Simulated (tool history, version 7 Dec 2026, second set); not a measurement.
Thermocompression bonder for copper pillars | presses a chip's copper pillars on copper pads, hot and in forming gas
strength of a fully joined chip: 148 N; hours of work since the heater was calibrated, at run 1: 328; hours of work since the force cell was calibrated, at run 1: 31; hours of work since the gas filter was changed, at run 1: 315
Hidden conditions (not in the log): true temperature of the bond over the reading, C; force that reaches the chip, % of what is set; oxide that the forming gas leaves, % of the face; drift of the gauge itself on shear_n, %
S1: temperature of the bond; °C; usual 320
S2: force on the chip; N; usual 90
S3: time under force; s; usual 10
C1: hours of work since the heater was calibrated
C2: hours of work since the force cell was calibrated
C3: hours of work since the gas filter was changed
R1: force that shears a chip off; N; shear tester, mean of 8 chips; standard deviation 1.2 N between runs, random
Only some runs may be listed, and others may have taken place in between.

run 1 hour=0.0 | S1=320 S2=90 S3=10 | C1=328 C2=31 C3=315 | R1=101.0
run 2 hour=61.0 | S1=320 S2=90 S3=10 | C1=355 C2=59 C3=343 | R1=99.8
run 3 hour=141.8 | S1=320 S2=90 S3=10 | C1=392 C2=95 C3=379 | R1=98.4
run 4 hour=204.2 | S1=320 S2=90 S3=10 | C1=420 C2=123 C3=407 | R1=96.3
run 5 hour=283.5 | S1=320 S2=90 S3=10 | C1=456 C2=159 C3=443 | R1=98.3
run 6 hour=319.9 | S1=320 S2=90 S3=17 | C1=472 C2=176 C3=460 | R1=110.1
run 7 hour=380.8 | S1=320 S2=90 S3=17 | C1=500 C2=203 C3=487 | R1=108.5
-- hour=387.4 forming gas filter changed
run 8 hour=459.3 | S1=320 S2=90 S3=10 | C1=535 C2=238 C3=32 | R1=100.1
run 9 hour=535.1 | S1=320 S2=90 S3=10 | C1=569 C2=273 C3=67 | R1=100.6
run 10 hour=574.9 | S1=320 S2=90 S3=10 | C1=587 C2=291 C3=85 | R1=100.2
run 11 hour=609.0 | S1=320 S2=90 S3=10 | C1=603 C2=306 C3=100 | R1=98.3
run 12 hour=686.0 | S1=320 S2=90 S3=10 | C1=637 C2=341 C3=135 | R1=99.1
run 13 hour=730.5 | S1=320 S2=90 S3=21 | C1=657 C2=361 C3=155 | R1=114.7
run 14 hour=811.2 | S1=291 S2=90 S3=10 | C1=694 C2=397 C3=192 | R1=68.8
run 15 hour=861.3 | S1=296 S2=90 S3=10 | C1=717 C2=420 C3=214 | R1=74.4
run 16 hour=896.7 | S1=320 S2=90 S3=10 | C1=733 C2=436 C3=230 | R1=94.4
run 17 hour=963.4 | S1=320 S2=90 S3=10 | C1=763 C2=466 C3=260 | R1=96.7
run 18 hour=1030.0 | S1=304 S2=90 S3=10 | C1=793 C2=496 C3=290 | R1=78.9
run 19 hour=1109.4 | S1=320 S2=77 S3=10 | C1=829 C2=532 C3=326 | R1=85.0
run 20 hour=1170.6 | S1=320 S2=77 S3=10 | C1=856 C2=560 C3=354 | R1=86.9
run 21 hour=1224.5 | S1=320 S2=125 S3=22 | C1=881 C2=584 C3=378 | R1=124.7
run 22 hour=1273.1 | S1=293 S2=90 S3=10 | C1=903 C2=606 C3=400 | R1=64.4
run 23 hour=1310.8 | S1=320 S2=90 S3=7 | C1=920 C2=623 C3=417 | R1=83.1
run 24 hour=1345.8 | S1=320 S2=70 S3=19 | C1=936 C2=639 C3=433 | R1=91.2
run 25 hour=1406.7 | S1=320 S2=80 S3=15 | C1=963 C2=667 C3=461 | R1=91.7
run 26 hour=1443.6 | S1=324 S2=99 S3=15 | C1=980 C2=683 C3=477 | R1=108.9
-- hour=1451.7 heater calibrated with a thermocouple chip
-- hour=1470.4 forming gas filter changed
run 27 hour=1498.0 | S1=335 S2=90 S3=16 | C1=21 C2=707 C3=12 | R1=128.2
run 28 hour=1566.9 | S1=335 S2=90 S3=16 | C1=52 C2=738 C3=44 | R1=128.3
run 29 hour=1619.0 | S1=335 S2=85 S3=16 | C1=75 C2=761 C3=67 | R1=126.4
run 30 hour=1689.7 | S1=335 S2=85 S3=16 | C1=107 C2=793 C3=99 | R1=123.6
run 31 hour=1755.9 | S1=320 S2=109 S3=10 | C1=137 C2=823 C3=129 | R1=112.9
run 32 hour=1799.7 | S1=320 S2=107 S3=6 | C1=157 C2=843 C3=149 | R1=98.2
run 33 hour=1862.8 | S1=320 S2=99 S3=10 | C1=186 C2=872 C3=177 | R1=106.2
run 34 hour=1937.4 | S1=320 S2=96 S3=25 | C1=219 C2=905 C3=211 | R1=124.8
run 35 hour=1990.8 | S1=312 S2=96 S3=8 | C1=243 C2=929 C3=235 | R1=90.1
run 36 hour=2037.8 | S1=312 S2=96 S3=8 | C1=265 C2=951 C3=256 | R1=90.6
run 37 hour=2085.8 | S1=327 S2=65 S3=5 | C1=286 C2=972 C3=278 | R1=69.0

Difference, measured minus no-hidden-state, one row per run. Run-to-run variation is common to both terms; the gauge's own scatter need not be:
run=1 R1=-8.2
run=2 R1=-8.9
run=3 R1=-9.8
run=4 R1=-10.6
run=5 R1=-11.8
run=6 R1=-12.3
run=7 R1=-13.1
run=8 R1=-6.8
run=9 R1=-7.8
run=10 R1=-8.1
run=11 R1=-8.6
run=12 R1=-9.5
run=13 R1=-9.2
run=14 R1=-10.7
run=15 R1=-11.5
run=16 R1=-11.9
run=17 R1=-13.1
run=18 R1=-13.5
run=19 R1=-14.4
run=20 R1=-15.4
run=21 R1=-13.2
run=22 R1=-15.1
run=23 R1=-16.8
run=24 R1=-17.2
run=25 R1=-18.0
run=26 R1=-18.0
run=27 R1=-2.6
run=28 R1=-3.5
run=29 R1=-4.4
run=30 R1=-5.1
run=31 R1=-6.5
run=32 R1=-7.2
run=33 R1=-7.9
run=34 R1=-8.1
run=35 R1=-9.4
run=36 R1=-10.2
run=37 R1=-9.2

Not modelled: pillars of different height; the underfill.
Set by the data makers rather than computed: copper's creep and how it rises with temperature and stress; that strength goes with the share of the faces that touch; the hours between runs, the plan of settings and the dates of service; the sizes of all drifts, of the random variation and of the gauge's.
